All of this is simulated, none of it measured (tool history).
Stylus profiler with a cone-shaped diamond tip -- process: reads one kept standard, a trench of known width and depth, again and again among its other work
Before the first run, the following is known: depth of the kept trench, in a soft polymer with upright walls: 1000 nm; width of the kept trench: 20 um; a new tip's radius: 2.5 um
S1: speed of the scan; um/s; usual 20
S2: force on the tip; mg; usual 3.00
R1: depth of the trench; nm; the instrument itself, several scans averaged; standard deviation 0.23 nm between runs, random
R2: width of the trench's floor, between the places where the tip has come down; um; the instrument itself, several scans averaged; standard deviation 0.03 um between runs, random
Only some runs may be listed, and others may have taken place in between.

Run 1, hour 0.0: usual settings. Result: R1 1015.35 nm, R2 14.94 um.
Run 2, hour 17.1: usual settings. Result: R1 1015.50 nm, R2 14.99 um.
Run 3, hour 42.2: usual settings but S2 7.47 mg. Result: R1 1028.98 nm, R2 14.94 um.
Run 4, hour 71.3: usual settings but S2 1.14 mg. Result: R1 1007.91 nm, R2 14.83 um.
Run 5, hour 91.5: usual settings but S2 1.14 mg. Result: R1 1007.85 nm, R2 14.87 um.
Run 6, hour 122.2: usual settings but S2 1.14 mg. Result: R1 1007.25 nm, R2 14.83 um.
Run 7, hour 150.8: usual settings but S2 1.14 mg. Result: R1 1007.69 nm, R2 14.83 um.
Run 8, hour 168.3: usual settings but S1 13 um/s. Result: R1 1015.15 nm, R2 14.83 um.
Run 9, hour 202.4: usual settings but S1 13 um/s, S2 3.86 mg. Result: R1 1017.75 nm, R2 14.87 um.
Run 10, hour 218.0: usual settings but S1 13 um/s, S2 3.86 mg. Result: R1 1018.26 nm, R2 14.82 um.
Run 11, hour 245.2: usual settings but S1 13 um/s, S2 3.86 mg. Result: R1 1018.05 nm, R2 14.78 um.
Run 12, hour 276.1: usual settings. Result: R1 1015.37 nm, R2 14.74 um.
At hour 278.8: height scale calibrated on a step standard.
Run 13, hour 304.2: usual settings. Result: R1 1014.65 nm, R2 14.68 um.
Run 14, hour 336.7: usual settings but S1 13 um/s, S2 2.15 mg. Result: R1 1011.33 nm, R2 14.70 um.
Run 15, hour 357.2: usual settings but S1 13 um/s, S2 2.15 mg. Result: R1 1011.15 nm, R2 14.68 um.
Run 16, hour 387.8: usual settings but S1 13 um/s, S2 2.15 mg. Result: R1 1011.16 nm, R2 14.69 um.
At hour 394.2: height scale calibrated on a step standard, once more.
Run 17, hour 407.7: usual settings but S1 13 um/s, S2 2.15 mg. Result: R1 1012.03 nm, R2 14.70 um.
Run 18, hour 440.5: usual settings but S1 65 um/s, S2 3.15 mg. Result: R1 1015.96 nm, R2 14.50 um.
Run 19, hour 459.5: usual settings but S1 65 um/s, S2 3.15 mg. Result: R1 1016.06 nm, R2 14.48 um.
Run 20, hour 488.2: usual settings but S1 8 um/s, S2 3.15 mg. Result: R1 1016.06 nm, R2 14.65 um.
Run 21, hour 513.7: usual settings but S1 26 um/s, S2 4.91 mg. Result: R1 1022.01 nm, R2 14.58 um.
Run 22, hour 533.9: usual settings but S1 48 um/s, S2 2.50 mg. Result: R1 1013.46 nm, R2 14.42 um.
Run 23, hour 554.2: usual settings but S1 48 um/s, S2 2.50 mg. Result: R1 1013.51 nm, R2 14.41 um.
Run 24, hour 584.1: usual settings but S1 6 um/s, S2 2.03 mg. Result: R1 1011.77 nm, R2 14.54 um.
Run 25, hour 606.8: usual settings but S1 9 um/s, S2 6.52 mg. Result: R1 1026.57 nm, R2 14.58 um.

Pick out some run-to-run changes in R1. Of each, how much would a tool without hidden state show as well, from the settings, what came in and chance, and how much is left for the hidden state and any gauge scatter not in both results compared?
Unlogged tool condition in this case: radius of the tip, um; height scale over the true one, %; drift of the gauge itself on depth_nm, %; drift of the gauge itself on floor_um, %.
Run 3 -> 4: S2 7.47 -> 1.14. R1 -21.07 nm: hidden state -0.03, all else -21.04.
Run 12 -> 13: height scale calibrated on a step standard. R1 -0.72 nm: hidden state -0.52, all else -0.20.
Run 16 -> 17: height scale calibrated on a step standard, once more. R1 +0.87 nm: hidden state +1.01, all else -0.14.
Run 24 -> 25: S1 6 -> 9, S2 2.03 -> 6.52. R1 +14.80 nm: hidden state -0.05, all else +14.85.
